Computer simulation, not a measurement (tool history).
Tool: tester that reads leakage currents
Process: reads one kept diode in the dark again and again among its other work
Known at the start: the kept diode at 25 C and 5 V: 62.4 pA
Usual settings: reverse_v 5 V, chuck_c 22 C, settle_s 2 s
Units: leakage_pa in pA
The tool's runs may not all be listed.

run 1 hour=0 | reverse_v=5 chuck_c=22 settle_s=2 | leakage_pa=47.59
run 2 hour=15.9 | reverse_v=5 chuck_c=22 settle_s=2 | leakage_pa=47.61
run 3 hour=45.2 | reverse_v=5 chuck_c=22 settle_s=2 | leakage_pa=47.65
run 4 hour=61.3 | reverse_v=5 chuck_c=22 settle_s=2 | leakage_pa=47.49
run 5 hour=91.7 | reverse_v=5.36 chuck_c=22 settle_s=2 | leakage_pa=49.47
run 6 hour=129.5 | reverse_v=5 chuck_c=22 settle_s=2 | leakage_pa=47.79

Forecast run 7:
run 7 hour=166 | reverse_v=5 chuck_c=22 settle_s=8.51 | leakage_pa=?

leakage_pa: 46.93 pA
Without the tool's hidden state the same run would have given leakage_pa 46.9 pA.

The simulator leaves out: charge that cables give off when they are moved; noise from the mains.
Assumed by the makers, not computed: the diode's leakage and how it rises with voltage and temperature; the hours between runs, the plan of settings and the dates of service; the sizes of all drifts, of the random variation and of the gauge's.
